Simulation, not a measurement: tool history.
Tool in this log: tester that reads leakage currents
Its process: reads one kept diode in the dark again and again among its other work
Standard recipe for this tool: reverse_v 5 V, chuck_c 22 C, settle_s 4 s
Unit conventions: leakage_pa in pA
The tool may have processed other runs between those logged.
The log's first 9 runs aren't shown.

{"run": 10, "hour": 836.9, "reverse_v": 5, "chuck_c": 29, "settle_s": 4, "leakage_pa": 294.76}
{"run": 11, "hour": 902.0, "reverse_v": 5, "chuck_c": 22, "settle_s": 4, "leakage_pa": 158.47}
{"run": 12, "hour": 970.9, "reverse_v": 5, "chuck_c": 22, "settle_s": 4, "leakage_pa": 159.19}
{"run": 13, "hour": 1116.2, "reverse_v": 15.29, "chuck_c": 22, "settle_s": 4, "leakage_pa": 258.46}
{"run": 14, "hour": 1206.0, "reverse_v": 5, "chuck_c": 22, "settle_s": 0.6, "leakage_pa": 163.31}
{"run": 15, "hour": 1331.2, "reverse_v": 5, "chuck_c": 22, "settle_s": 4, "leakage_pa": 165.63}
{"run": 16, "hour": 1476.3, "reverse_v": 5, "chuck_c": 22, "settle_s": 4, "leakage_pa": 166.8}
{"run": 17, "hour": 1604.1, "reverse_v": 5, "chuck_c": 22, "settle_s": 4, "leakage_pa": 170.04}
{"run": 18, "hour": 1714.3, "reverse_v": 5, "chuck_c": 22, "settle_s": 4, "leakage_pa": 171}
{"run": 19, "hour": 1801.9, "reverse_v": 5, "chuck_c": 22, "settle_s": 0.73, "leakage_pa": 173.6}
{"run": 20, "hour": 1894.9, "reverse_v": 5, "chuck_c": 22, "settle_s": 0.73, "leakage_pa": 174.04}
{"run": 21, "hour": 1987.3, "reverse_v": 5, "chuck_c": 49, "settle_s": 0.71, "leakage_pa": 1751.7}
{"hour": 2037.3, "done": "probe card cleaned and baked"}
{"run": 22, "hour": 2112.6, "reverse_v": 5, "chuck_c": 49, "settle_s": 0.71, "leakage_pa": 1750.31}
{"run": 23, "hour": 2202.2, "reverse_v": 3.13, "chuck_c": 41, "settle_s": 0.71, "leakage_pa": 766.64}
{"run": 24, "hour": 2283.2, "reverse_v": 3.13, "chuck_c": 41, "settle_s": 0.71, "leakage_pa": 769.12}
{"run": 25, "hour": 2384.4, "reverse_v": 7.88, "chuck_c": 48, "settle_s": 0.45, "leakage_pa": 1986.85}
{"hour": 2399.4, "done": "chuck's temperature calibrated"}
{"run": 26, "hour": 2522.9, "reverse_v": 2.64, "chuck_c": 22, "settle_s": 8.44, "leakage_pa": 118.42}

What does the tool deliver on the next run?
{"run": 27, "hour": 2661.1, "reverse_v": 5, "chuck_c": 33, "settle_s": 4, "leakage_pa": "?"}

Run 27 produced leakage_pa 422.94 pA.
With the hidden condition absent and the run-to-run variation left alone, this run would have shown leakage_pa 405.54 pA.
